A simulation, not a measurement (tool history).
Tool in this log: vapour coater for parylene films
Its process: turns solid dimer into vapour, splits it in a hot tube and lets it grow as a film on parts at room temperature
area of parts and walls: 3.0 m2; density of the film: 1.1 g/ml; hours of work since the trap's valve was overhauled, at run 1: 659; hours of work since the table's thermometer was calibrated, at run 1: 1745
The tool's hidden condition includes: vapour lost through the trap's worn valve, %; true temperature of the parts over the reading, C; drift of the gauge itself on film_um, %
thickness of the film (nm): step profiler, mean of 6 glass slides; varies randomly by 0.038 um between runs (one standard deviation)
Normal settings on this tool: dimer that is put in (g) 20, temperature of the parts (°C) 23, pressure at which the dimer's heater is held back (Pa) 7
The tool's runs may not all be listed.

run	hour	dimer that is put in (g)	temperature of the parts (°C)	pressure at which the dimer's heater is held back (Pa)	hours of work since the trap's valve was overhauled	hours of work since the table's thermometer was calibrated	thickness of the film (nm)
1	0	20	23	7	659	1745	3560
2	69.9	20	23	7	699	1786	3540
# hour 78.3: trap's valve overhauled
3	147.8	20	23	2.62	40	1828	3730
4	216.3	20	29	7	79	1867	2620
5	265.8	20	23	7	108	1896	3280
6	320.6	20	23	7	139	1927	3290
7	403.3	20	23	7	187	1975	3250
# hour 459.8: trap's valve overhauled, once more
8	468.9	24	23	7	5	2010	4740
9	513.7	24	23	7	31	2036	4670
10	551.8	20	23	5.14	53	2058	4040
11	608.7	20	23	5.14	85	2090	4060
12	662.3	20	26	5.14	116	2121	3490
13	697	20	26	5.14	136	2141	3520
14	767.7	34	21	5.36	177	2182	7140
15	849.2	34	21	5.36	223	2228	7120
16	908.6	13	20	5.15	258	2262	2930
17	961	13	20	5.15	288	2292	2860
18	1000.4	20	23	7	310	2315	3740
19	1060.8	13	22	7	345	2350	2480
20	1143.9	13	22	7	393	2397	2470
21	1201.8	9	34	3.4	426	2431	1160

Forecast each of these 5 alternatives for the next run:
# hour 1227.1: table's thermometer calibrated
A	1261.5	29	28	11.84	460	20	?
# hour 1227.1: table's thermometer calibrated
B	1261.5	9	21	9.95	460	20	?
# hour 1227.1: table's thermometer calibrated
C	1261.5	16	21	4.84	460	20	?
# hour 1227.1: table's thermometer calibrated
D	1261.5	9	34	4.98	460	20	?
# hour 1227.1: table's thermometer calibrated
E	1261.5	9	34	6.28	460	20	?

run	thickness of the film (nm)
A	4130
B	1810
C	3500
D	1090
E	1080
With the hidden condition removed and each run's random variation left untouched, the same runs would have given:
run	thickness of the film (nm)
A	4470
B	1960
C	3780
D	1180
E	1170
